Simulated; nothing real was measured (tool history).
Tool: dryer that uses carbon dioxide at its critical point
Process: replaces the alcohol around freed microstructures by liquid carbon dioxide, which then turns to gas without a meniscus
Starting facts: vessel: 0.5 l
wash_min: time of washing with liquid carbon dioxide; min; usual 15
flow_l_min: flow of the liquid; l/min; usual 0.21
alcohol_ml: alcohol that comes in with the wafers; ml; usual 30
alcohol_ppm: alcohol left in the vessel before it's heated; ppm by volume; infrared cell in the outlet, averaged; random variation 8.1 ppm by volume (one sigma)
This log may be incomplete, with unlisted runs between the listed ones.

run 1 hour=0 | wash_min=15 flow_l_min=0.21 alcohol_ml=30 | alcohol_ppm=675
run 2 hour=13.8 | wash_min=15 flow_l_min=0.21 alcohol_ml=30 | alcohol_ppm=712
run 3 hour=32.6 | wash_min=15 flow_l_min=0.21 alcohol_ml=30 | alcohol_ppm=723
run 4 hour=46.5 | wash_min=15 flow_l_min=0.21 alcohol_ml=30 | alcohol_ppm=751
run 5 hour=72.3 | wash_min=15 flow_l_min=0.21 alcohol_ml=30 | alcohol_ppm=836
run 6 hour=105.1 | wash_min=15 flow_l_min=0.21 alcohol_ml=64 | alcohol_ppm=1747
-- hour=131.1 inlet filter changed
run 7 hour=139.8 | wash_min=15 flow_l_min=0.21 alcohol_ml=30 | alcohol_ppm=567
run 8 hour=172.1 | wash_min=15 flow_l_min=0.21 alcohol_ml=30 | alcohol_ppm=586
run 9 hour=196.4 | wash_min=15 flow_l_min=0.21 alcohol_ml=30 | alcohol_ppm=638
run 10 hour=211.7 | wash_min=15 flow_l_min=0.21 alcohol_ml=30 | alcohol_ppm=670
run 11 hour=237.3 | wash_min=15 flow_l_min=0.266 alcohol_ml=30 | alcohol_ppm=293
run 12 hour=264.1 | wash_min=15 flow_l_min=0.266 alcohol_ml=30 | alcohol_ppm=297
run 13 hour=289.7 | wash_min=15 flow_l_min=0.21 alcohol_ml=30 | alcohol_ppm=773
run 14 hour=321.2 | wash_min=15 flow_l_min=0.21 alcohol_ml=30 | alcohol_ppm=836
run 15 hour=347.6 | wash_min=10 flow_l_min=0.21 alcohol_ml=30 | alcohol_ppm=3300
-- hour=379.4 inlet filter changed
run 16 hour=382.2 | wash_min=10 flow_l_min=0.21 alcohol_ml=30 | alcohol_ppm=2393
run 17 hour=414.2 | wash_min=10 flow_l_min=0.21 alcohol_ml=30 | alcohol_ppm=2466
run 18 hour=437.8 | wash_min=10 flow_l_min=0.21 alcohol_ml=30 | alcohol_ppm=2560
run 19 hour=459.2 | wash_min=17 flow_l_min=0.244 alcohol_ml=30 | alcohol_ppm=284
run 20 hour=477 | wash_min=17 flow_l_min=0.244 alcohol_ml=30 | alcohol_ppm=296
run 21 hour=507.5 | wash_min=15 flow_l_min=0.21 alcohol_ml=24 | alcohol_ppm=643
run 22 hour=537 | wash_min=15 flow_l_min=0.21 alcohol_ml=24 | alcohol_ppm=683
run 23 hour=562.9 | wash_min=10 flow_l_min=0.131 alcohol_ml=26 | alcohol_ppm=8134
run 24 hour=586.5 | wash_min=19 flow_l_min=0.255 alcohol_ml=22 | alcohol_ppm=221
run 25 hour=620.5 | wash_min=13 flow_l_min=0.191 alcohol_ml=34 | alcohol_ppm=2443
-- hour=627.5 inlet filter changed
-- hour=635.7 purifier's bed changed
run 26 hour=642.4 | wash_min=13 flow_l_min=0.191 alcohol_ml=34 | alcohol_ppm=1398
run 27 hour=668.8 | wash_min=20 flow_l_min=0.208 alcohol_ml=27 | alcohol_ppm=90
run 28 hour=699.2 | wash_min=20 flow_l_min=0.208 alcohol_ml=27 | alcohol_ppm=112
run 29 hour=718.9 | wash_min=15 flow_l_min=0.191 alcohol_ml=35 | alcohol_ppm=972
run 30 hour=749.5 | wash_min=15 flow_l_min=0.294 alcohol_ml=90 | alcohol_ppm=285
run 31 hour=776.2 | wash_min=12 flow_l_min=0.322 alcohol_ml=22 | alcohol_ppm=189
run 32 hour=793.4 | wash_min=16 flow_l_min=0.167 alcohol_ml=32 | alcohol_ppm=1426

Measured minus without-hidden-state, run by run (identical run-to-run variation in each term; gauge scatter may differ):
What the log doesn't record here: flow that reaches the vessel past the clogged filter, %; alcohol in the recycled carbon dioxide, ppm; drift of the gauge itself on alcohol_ppm, %.
run=1 alcohol_ppm=+261
run=2 alcohol_ppm=+291
run=3 alcohol_ppm=+312
run=4 alcohol_ppm=+342
run=5 alcohol_ppm=+402
run=6 alcohol_ppm=+858
run=7 alcohol_ppm=+129
run=8 alcohol_ppm=+167
run=9 alcohol_ppm=+205
run=10 alcohol_ppm=+228
run=11 alcohol_ppm=+173
run=12 alcohol_ppm=+189
run=13 alcohol_ppm=+352
run=14 alcohol_ppm=+407
run=15 alcohol_ppm=+1135
run=16 alcohol_ppm=+171
run=17 alcohol_ppm=+295
run=18 alcohol_ppm=+393
run=19 alcohol_ppm=+187
run=20 alcohol_ppm=+190
run=21 alcohol_ppm=+292
run=22 alcohol_ppm=+339
run=23 alcohol_ppm=+1602
run=24 alcohol_ppm=+195
run=25 alcohol_ppm=+1055
run=26 alcohol_ppm=+43
run=27 alcohol_ppm=+17
run=28 alcohol_ppm=+31
run=29 alcohol_ppm=+200
run=30 alcohol_ppm=+115
run=31 alcohol_ppm=+81
run=32 alcohol_ppm=+454
